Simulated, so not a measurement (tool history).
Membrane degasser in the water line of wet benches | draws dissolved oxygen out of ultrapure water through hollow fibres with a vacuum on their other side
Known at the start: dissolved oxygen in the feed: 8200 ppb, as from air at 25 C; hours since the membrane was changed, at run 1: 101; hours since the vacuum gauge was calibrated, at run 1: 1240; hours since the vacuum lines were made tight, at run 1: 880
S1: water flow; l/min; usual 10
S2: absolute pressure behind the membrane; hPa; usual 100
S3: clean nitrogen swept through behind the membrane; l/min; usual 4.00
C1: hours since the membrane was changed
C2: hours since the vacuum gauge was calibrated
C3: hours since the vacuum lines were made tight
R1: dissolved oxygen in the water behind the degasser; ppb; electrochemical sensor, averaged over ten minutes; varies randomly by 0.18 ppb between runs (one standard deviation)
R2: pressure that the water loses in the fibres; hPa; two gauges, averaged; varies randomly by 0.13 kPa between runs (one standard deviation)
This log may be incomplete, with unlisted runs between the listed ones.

run	day	S1	S2	S3	C1	C2	C3	R1	R2
1	0.000	10	100	4.00	101	1240	880	45.2	425.8
2	0.975	10	100	4.00	124	1264	903	45.2	424.1
3	2.012	10	100	4.00	149	1289	928	45.6	425.8
4	3.267	10	100	4.00	179	1319	958	45.4	426.8
5	4.683	10	100	4.00	213	1353	992	45.2	426.4
6	6.400	10	100	4.00	255	1394	1033	44.9	427.7
7	7.767	10	100	4.00	287	1427	1066	45.0	428.5
8	9.404	10	100	4.00	327	1466	1105	45.2	428.5
9	11.171	10	100	4.00	369	1509	1148	45.0	429.4
10	12.629	10	100	4.00	404	1544	1183	45.2	430.4
11	14.396	10	100	4.00	447	1586	1225	44.9	429.2
12	15.250	12	100	4.00	467	1606	1246	57.4	517.2
13	16.408	7	100	2.22	495	1634	1274	53.1	303.1
14	18.167	7	100	2.22	537	1676	1316	53.6	301.8
# day 19.483: gauge calibrated
15	19.983	8	151	4.30	581	1720	1359	56.0	339.1
16	20.992	8	151	4.30	605	1744	1383	56.5	339.7
17	22.258	14	239	3.08	635	1775	1414	236.4	594.7
18	23.933	13	100	4.00	675	1815	1454	64.4	552.7
19	24.817	10	105	3.82	697	1836	1475	50.6	426.1
20	25.733	6	183	3.92	719	1858	1497	57.6	256.0
21	27.271	16	70	3.51	756	1895	1534	63.9	686.1
22	28.308	8	102	5.04	780	1920	1559	28.5	344.5
23	29.129	12	96	2.03	800	1939	1579	98.0	513.8
24	30.508	11	138	2.03	833	1973	1612	142.4	473.1

Forecast each of these 5 alternatives for the next run:
A	31.842	10	100	8.15	865	2005	1644	?	?
B	31.842	8	138	2.03	865	2005	1644	?	?
C	31.842	11	138	1.72	865	2005	1644	?	?
D	31.842	7	100	2.48	865	2005	1644	?	?
E	31.842	6	113	9.24	865	2005	1644	?	?

run	R1	R2
A	24.3	430.9
B	103.1	342.9
C	165.4	474.8
D	48.2	301.2
E	13.4	257.4
With no hidden state in the tool, these same runs would have given:
run	R1	R2
A	24.3	425.9
B	103.1	338.8
C	165.3	469.2
D	48.2	297.7
E	13.4	254.3
